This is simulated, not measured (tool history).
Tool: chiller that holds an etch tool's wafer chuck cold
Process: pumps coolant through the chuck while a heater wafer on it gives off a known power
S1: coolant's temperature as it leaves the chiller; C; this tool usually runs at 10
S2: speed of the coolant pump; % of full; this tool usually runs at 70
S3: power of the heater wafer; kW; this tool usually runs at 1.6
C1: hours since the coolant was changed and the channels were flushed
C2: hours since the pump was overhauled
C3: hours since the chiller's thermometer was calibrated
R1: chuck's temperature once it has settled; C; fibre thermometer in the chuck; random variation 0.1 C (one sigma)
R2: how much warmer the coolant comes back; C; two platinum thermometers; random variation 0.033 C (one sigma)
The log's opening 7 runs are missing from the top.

run	day	S1	S2	S3	C1	C2	C3	R1	R2
8	20.871	10	70	1.6	6036	1415	3329	30.3	4.55
9	22.804	10	85	1.6	6083	1462	3376	28.5	3.69
10	25.912	10	70	1.472	6157	1536	3450	28.7	4.1
11	28.871	6	70	1.6	6228	1607	3521	26.5	4.47
12	32.154	4	70	1.6	6307	1686	3600	24.6	4.48
13	35.654	10	70	1.6	6391	1770	3684	30.7	4.5
# day 36.675: chiller's thermometer calibrated
14	39.021	10	70	1.6	6471	1850	56	30.4	4.54
15	40.721	10	70	1.6	6512	1891	97	30.5	4.55
16	42.654	10	70	1.6	6558	1937	143	30.3	4.51
17	45.467	7	70	1.6	6626	2004	211	27.3	4.52
18	48.183	15	70	1.026	6691	2070	276	27.7	2.9
# day 51.2: chiller's thermometer calibrated, once more
19	51.2	9	70	1.111	6762	2141	0	23.5	3.14
20	52.962	6	70	1.111	6805	2183	42	21	3.15
21	54.538	6	70	1.111	6842	2221	80	20.9	3.18
22	57.779	3	93	1.111	6920	2299	158	15.8	2.43
23	60.204	12	95	0.847	6978	2357	216	21.5	1.71
24	62.175	12	95	1.909	7026	2404	263	33.7	3.96
25	65.221	13	63	0.867	7099	2478	337	25.3	2.73
26	67.158	13	63	0.867	7145	2524	383	25.1	2.81
27	69.604	9	71	1.38	7204	2583	442	27.8	3.86
28	71.704	2	66	1.062	7254	2633	492	16.7	3.16
29	74.525	2	66	1.062	7322	2701	560	16.7	3.21
30	76.283	2	66	1.062	7364	2743	602	16.8	3.24

Here are 3 independent what-if runs from the current tool condition. What would each one return?
A	78.529	10	93	1.493	7418	2797	656	?	?
B	78.529	10	70	1.034	7418	2797	656	?	?
C	78.529	7	80	1.433	7418	2797	656	?	?

run	R1	R2
A	27.4	3.22
B	24	2.91
C	25	3.51
With the hidden condition removed and each run's random variation left untouched, the same runs would have given:
run	R1	R2
A	24.3	3.13
B	21.5	2.82
C	21.8	3.41
